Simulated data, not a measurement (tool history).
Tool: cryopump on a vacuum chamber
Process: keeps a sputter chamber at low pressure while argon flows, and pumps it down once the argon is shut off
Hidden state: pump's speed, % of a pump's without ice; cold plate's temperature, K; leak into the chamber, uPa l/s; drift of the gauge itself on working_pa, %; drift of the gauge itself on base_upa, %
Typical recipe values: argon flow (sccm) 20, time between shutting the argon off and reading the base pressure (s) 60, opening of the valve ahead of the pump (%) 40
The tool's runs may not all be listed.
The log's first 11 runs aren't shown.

run   hour  argon flow (sccm)  time between shutting the argon off and reading the base pressure (s)  opening of the valve ahead of the pump (%)  hours of work since the pump was warmed up and emptied  hours of work since the cold head was overhauled  hours of work since the chamber's fittings were tightened  pressure while argon flows (Pa)  pressure after the wait (uPa)
 12  130.1                 20                                                                     60                                          42                                                     230                                               230                                                        704                           0.0344                           1.50
 13  139.1                 20                                                                     60                                          42                                                     237                                               237                                                        711                           0.0350                           1.49
 14  150.7                 20                                                                     60                                          42                                                     246                                               246                                                        720                           0.0353                           1.49
 15  160.2                 10                                                                     60                                          42                                                     253                                               253                                                        727                           0.0174                           1.52
 16  174.4                  9                                                                     60                                          42                                                     263                                               263                                                        737                           0.0161                           1.45
 17  182.6                 20                                                                     60                                          40                                                     269                                               269                                                        743                           0.0370                           1.50
 18  197.3                 10                                                                     60                                          57                                                     280                                               280                                                        754                           0.0129                           1.55
 19  212.6                 10                                                                     60                                          16                                                     291                                               291                                                        765                           0.0456                           1.50
 20  221.0                 10                                                                     60                                          16                                                     298                                               298                                                        772                           0.0454                           1.57
 21  236.5                 10                                                                     60                                          16                                                     309                                               309                                                        783                           0.0455                           1.56
 22  248.3                 10                                                                     60                                          16                                                     318                                               318                                                        792                           0.0459                           1.50
 23  257.3                 10                                                                     60                                          16                                                     324                                               324                                                        798                           0.0453                           1.61
 24  266.4                 10                                                                    130                                          59                                                     331                                               331                                                        805                           0.0132                           0.99
 25  274.2                 20                                                                    283                                          19                                                     337                                               337                                                        811                           0.0776                           0.71
 26  282.8                 20                                                                     24                                          49                                                     343                                               343                                                        817                           0.0305                           3.10
 27  293.7                 28                                                                    119                                          22                                                     351                                               351                                                        825                           0.0932                           1.08
 28  306.8                 16                                                                     66                                          52                                                     361                                               361                                                        835                           0.0227                           1.45
 29  314.4                 22                                                                     60                                          30                                                     366                                               366                                                        840                           0.0536                           1.60
 30  324.5                 16                                                                    117                                          56                                                     374                                               374                                                        848                           0.0217                           1.03
 31  331.3                 16                                                                    117                                          26                                                     379                                               379                                                        853                           0.0453                           1.07
 32  345.0                 16                                                                    117                                          26                                                     389                                               389                                                        863                           0.0455                           1.07
 33  354.5                 20                                                                     28                                          40                                                     396                                               396                                                        870                           0.0379                           2.73

Below are 3 alternative next runs, each starting from the tool's condition after run 33. Predict each:
  A  361.7                 10                                                                     27                                          32                                                     401                                               401                                                        875                                ?                              ?
  B  361.7                 20                                                                     30                                          23                                                     401                                               401                                                        875                                ?                              ?
  C  361.7                 26                                                                     70                                          31                                                     401                                               401                                                        875                                ?                              ?

run  pressure while argon flows (Pa)  pressure after the wait (uPa)
  A                           0.0228                           2.91
  B                           0.0639                           2.61
  C                           0.0625                           1.44
Without the tool's unlogged condition, the same runs would have read:
run  pressure while argon flows (Pa)  pressure after the wait (uPa)
  A                           0.0222                           2.50
  B                           0.0628                           2.21
  C                           0.0611                           1.04

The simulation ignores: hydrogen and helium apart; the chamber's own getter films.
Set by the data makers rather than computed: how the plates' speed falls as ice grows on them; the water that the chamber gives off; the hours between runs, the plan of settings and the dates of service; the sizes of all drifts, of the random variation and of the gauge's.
